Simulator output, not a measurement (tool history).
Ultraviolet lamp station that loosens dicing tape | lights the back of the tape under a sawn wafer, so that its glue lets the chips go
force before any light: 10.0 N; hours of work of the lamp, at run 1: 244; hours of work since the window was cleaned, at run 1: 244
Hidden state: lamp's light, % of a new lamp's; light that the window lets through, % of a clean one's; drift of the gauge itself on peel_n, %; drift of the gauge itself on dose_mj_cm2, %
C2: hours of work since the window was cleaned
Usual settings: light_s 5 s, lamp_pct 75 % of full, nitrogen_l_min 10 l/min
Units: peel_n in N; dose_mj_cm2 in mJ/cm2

{"run": 1, "hour": 0.0, "light_s": 5, "lamp_pct": 75, "nitrogen_l_min": 10, "hours of work of the lamp": 244, "C2": 244, "peel_n": 0.344, "dose_mj_cm2": 174}
{"run": 2, "hour": 28.7, "light_s": 5, "lamp_pct": 75, "nitrogen_l_min": 10, "hours of work of the lamp": 260, "C2": 260, "peel_n": 0.345, "dose_mj_cm2": 170}
{"run": 3, "hour": 57.7, "light_s": 5, "lamp_pct": 75, "nitrogen_l_min": 10, "hours of work of the lamp": 277, "C2": 277, "peel_n": 0.346, "dose_mj_cm2": 173}
{"run": 4, "hour": 85.2, "light_s": 5, "lamp_pct": 75, "nitrogen_l_min": 10, "hours of work of the lamp": 293, "C2": 293, "peel_n": 0.352, "dose_mj_cm2": 167}
{"run": 5, "hour": 99.9, "light_s": 5, "lamp_pct": 75, "nitrogen_l_min": 10, "hours of work of the lamp": 302, "C2": 302, "peel_n": 0.354, "dose_mj_cm2": 170}
{"run": 6, "hour": 124.6, "light_s": 5, "lamp_pct": 75, "nitrogen_l_min": 18, "hours of work of the lamp": 316, "C2": 316, "peel_n": 0.203, "dose_mj_cm2": 167}
{"run": 7, "hour": 151.5, "light_s": 5, "lamp_pct": 75, "nitrogen_l_min": 18, "hours of work of the lamp": 331, "C2": 331, "peel_n": 0.212, "dose_mj_cm2": 167}
{"run": 8, "hour": 179.4, "light_s": 5, "lamp_pct": 75, "nitrogen_l_min": 10, "hours of work of the lamp": 348, "C2": 348, "peel_n": 0.376, "dose_mj_cm2": 171}
{"run": 9, "hour": 200.2, "light_s": 5, "lamp_pct": 75, "nitrogen_l_min": 10, "hours of work of the lamp": 360, "C2": 360, "peel_n": 0.381, "dose_mj_cm2": 167}
{"run": 10, "hour": 227.6, "light_s": 5, "lamp_pct": 75, "nitrogen_l_min": 10, "hours of work of the lamp": 376, "C2": 376, "peel_n": 0.379, "dose_mj_cm2": 160}
{"run": 11, "hour": 251.2, "light_s": 5, "lamp_pct": 75, "nitrogen_l_min": 10, "hours of work of the lamp": 389, "C2": 389, "peel_n": 0.389, "dose_mj_cm2": 160}
{"run": 12, "hour": 267.2, "light_s": 5, "lamp_pct": 75, "nitrogen_l_min": 10, "hours of work of the lamp": 398, "C2": 398, "peel_n": 0.412, "dose_mj_cm2": 163}
{"run": 13, "hour": 296.2, "light_s": 5, "lamp_pct": 75, "nitrogen_l_min": 10, "hours of work of the lamp": 415, "C2": 415, "peel_n": 0.395, "dose_mj_cm2": 161}
{"run": 14, "hour": 319.4, "light_s": 5, "lamp_pct": 75, "nitrogen_l_min": 10, "hours of work of the lamp": 429, "C2": 429, "peel_n": 0.408, "dose_mj_cm2": 166}
{"run": 15, "hour": 346.3, "light_s": 5, "lamp_pct": 75, "nitrogen_l_min": 10, "hours of work of the lamp": 444, "C2": 444, "peel_n": 0.414, "dose_mj_cm2": 159}
{"run": 16, "hour": 360.2, "light_s": 5, "lamp_pct": 75, "nitrogen_l_min": 6, "hours of work of the lamp": 452, "C2": 452, "peel_n": 0.7, "dose_mj_cm2": 162}
{"run": 17, "hour": 374.4, "light_s": 5, "lamp_pct": 75, "nitrogen_l_min": 6, "hours of work of the lamp": 461, "C2": 461, "peel_n": 0.719, "dose_mj_cm2": 159}
{"run": 18, "hour": 391.2, "light_s": 5, "lamp_pct": 73, "nitrogen_l_min": 10, "hours of work of the lamp": 470, "C2": 470, "peel_n": 0.459, "dose_mj_cm2": 153}
{"run": 19, "hour": 405.6, "light_s": 5, "lamp_pct": 75, "nitrogen_l_min": 9, "hours of work of the lamp": 479, "C2": 479, "peel_n": 0.482, "dose_mj_cm2": 157}
{"run": 20, "hour": 422.1, "light_s": 5, "lamp_pct": 63, "nitrogen_l_min": 10, "hours of work of the lamp": 488, "C2": 488, "peel_n": 0.654, "dose_mj_cm2": 126}

Run 21 comes next. What will it give?
{"hour": 429.9, "done": "window cleaned of glue's vapour"}
{"run": 21, "hour": 440.5, "light_s": 4, "lamp_pct": 64, "nitrogen_l_min": 4, "hours of work of the lamp": 499, "C2": 6, "peel_n": "?", "dose_mj_cm2": "?"}

Run 21 gave peel_n 1.791 N, dose_mj_cm2 119 mJ/cm2.
Without the tool's hidden state the same run would have given peel_n 1.539 N, dose_mj_cm2 130 mJ/cm2.
